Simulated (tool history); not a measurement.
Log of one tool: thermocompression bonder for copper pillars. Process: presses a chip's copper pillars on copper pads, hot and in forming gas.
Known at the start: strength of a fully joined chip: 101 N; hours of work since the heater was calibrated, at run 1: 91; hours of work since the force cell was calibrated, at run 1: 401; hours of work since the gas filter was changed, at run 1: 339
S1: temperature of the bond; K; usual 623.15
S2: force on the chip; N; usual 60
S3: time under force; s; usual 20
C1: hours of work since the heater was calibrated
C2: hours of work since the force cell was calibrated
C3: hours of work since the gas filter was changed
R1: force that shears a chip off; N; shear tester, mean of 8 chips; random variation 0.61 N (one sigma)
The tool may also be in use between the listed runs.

| run | hour | S1 | S2 | S3 | C1 | C2 | C3 | R1 |
|---|---|---|---|---|---|---|---|---|
| 1 | 0.0 | 623.15 | 60 | 20 | 91 | 401 | 339 | 71.1 |
| 2 | 12.8 | 623.15 | 60 | 20 | 97 | 407 | 345 | 69.8 |
| 3 | 22.8 | 623.15 | 60 | 20 | 102 | 412 | 350 | 71.0 |
| 4 | 37.7 | 623.15 | 60 | 20 | 110 | 420 | 358 | 69.8 |
| 5 | 49.8 | 623.15 | 60 | 20 | 116 | 426 | 364 | 70.9 |
| 6 | 58.4 | 623.15 | 60 | 20 | 121 | 431 | 369 | 70.2 |
| 7 | 67.8 | 623.15 | 60 | 20 | 125 | 435 | 373 | 70.8 |
| 8 | 74.2 | 623.15 | 60 | 20 | 129 | 439 | 377 | 71.2 |
| 9 | 85.5 | 623.15 | 60 | 20 | 134 | 445 | 383 | 70.3 |
| 10 | 95.8 | 623.15 | 60 | 20 | 140 | 450 | 388 | 71.1 |
| 11 | 103.8 | 623.15 | 60 | 20 | 144 | 454 | 392 | 70.7 |
|  | 105.4 | forming gas filter changed |
| 12 | 118.0 | 623.15 | 60 | 20 | 151 | 461 | 6 | 71.8 |
| 13 | 132.2 | 623.15 | 47 | 20 | 158 | 468 | 14 | 58.6 |
| 14 | 141.8 | 623.15 | 62 | 20 | 163 | 473 | 19 | 72.6 |
| 15 | 155.0 | 623.15 | 62 | 20 | 170 | 480 | 26 | 74.4 |
| 16 | 161.8 | 623.15 | 42 | 20 | 173 | 483 | 29 | 54.1 |
| 17 | 174.3 | 623.15 | 53 | 20 | 180 | 490 | 35 | 65.3 |
| 18 | 188.1 | 623.15 | 53 | 20 | 187 | 497 | 43 | 65.3 |
| 19 | 195.2 | 623.15 | 53 | 20 | 191 | 501 | 46 | 65.7 |
| 20 | 202.8 | 623.15 | 53 | 20 | 195 | 505 | 50 | 66.2 |
| 21 | 213.0 | 623.15 | 60 | 20 | 200 | 510 | 55 | 71.4 |
| 22 | 221.8 | 623.15 | 60 | 20 | 204 | 514 | 60 | 72.3 |
| 23 | 231.0 | 629.15 | 58 | 20 | 209 | 519 | 65 | 73.2 |
| 24 | 241.6 | 623.15 | 62 | 46 | 214 | 524 | 70 | 86.7 |
| 25 | 255.5 | 623.15 | 49 | 46 | 222 | 532 | 77 | 77.2 |
| 26 | 264.5 | 623.15 | 49 | 46 | 226 | 536 | 82 | 76.6 |
| 27 | 271.8 | 623.15 | 49 | 10 | 230 | 540 | 86 | 49.7 |
| 28 | 286.5 | 623.15 | 60 | 27 | 238 | 548 | 93 | 76.2 |
| 29 | 301.4 | 623.15 | 60 | 27 | 245 | 555 | 101 | 77.2 |
| 30 | 315.5 | 631.15 | 82 | 28 | 252 | 562 | 108 | 94.4 |
| 31 | 322.4 | 601.15 | 39 | 58 | 256 | 566 | 112 | 56.2 |
| 32 | 336.9 | 601.15 | 38 | 39 | 263 | 573 | 119 | 48.0 |
| 33 | 350.9 | 645.15 | 88 | 39 | 271 | 581 | 126 | 99.8 |
| 34 | 358.0 | 599.15 | 41 | 42 | 274 | 584 | 130 | 52.0 |
| 35 | 364.9 | 617.15 | 60 | 18 | 278 | 588 | 133 | 66.8 |
| 36 | 376.9 | 595.15 | 47 | 48 | 284 | 594 | 140 | 58.8 |
| 37 | 388.9 | 595.15 | 47 | 48 | 290 | 600 | 146 | 58.3 |
| 38 | 401.1 | 623.15 | 51 | 34 | 296 | 606 | 152 | 72.1 |
| 39 | 410.4 | 623.15 | 68 | 59 | 301 | 611 | 157 | 92.8 |
| 40 | 417.8 | 606.15 | 46 | 21 | 305 | 615 | 161 | 49.8 |
| 41 | 425.3 | 623.15 | 60 | 23 | 309 | 619 | 164 | 74.0 |

The same runs without the tool's hidden state, with the same run-to-run variation:
The hidden state here: true temperature of the bond over the reading, C; force that reaches the chip, % of what is set; oxide that the forming gas leaves, % of the face; drift of the gauge itself on shear_n, %.
| run | R1 |
|---|---|
| 1 | 70.2 |
| 2 | 68.8 |
| 3 | 70.1 |
| 4 | 68.9 |
| 5 | 70.1 |
| 6 | 69.4 |
| 7 | 70.0 |
| 8 | 70.4 |
| 9 | 69.5 |
| 10 | 70.4 |
| 11 | 70.0 |
| 12 | 69.6 |
| 13 | 56.4 |
| 14 | 70.5 |
| 15 | 72.3 |
| 16 | 51.9 |
| 17 | 63.2 |
| 18 | 63.1 |
| 19 | 63.6 |
| 20 | 64.1 |
| 21 | 69.4 |
| 22 | 70.3 |
| 23 | 71.3 |
| 24 | 85.3 |
| 25 | 75.4 |
| 26 | 74.8 |
| 27 | 47.8 |
| 28 | 74.5 |
| 29 | 75.5 |
| 30 | 93.7 |
| 31 | 54.4 |
| 32 | 46.3 |
| 33 | 100.0 |
| 34 | 50.3 |
| 35 | 65.1 |
| 36 | 57.1 |
| 37 | 56.7 |
| 38 | 70.6 |
| 39 | 92.4 |
| 40 | 48.2 |
| 41 | 72.6 |

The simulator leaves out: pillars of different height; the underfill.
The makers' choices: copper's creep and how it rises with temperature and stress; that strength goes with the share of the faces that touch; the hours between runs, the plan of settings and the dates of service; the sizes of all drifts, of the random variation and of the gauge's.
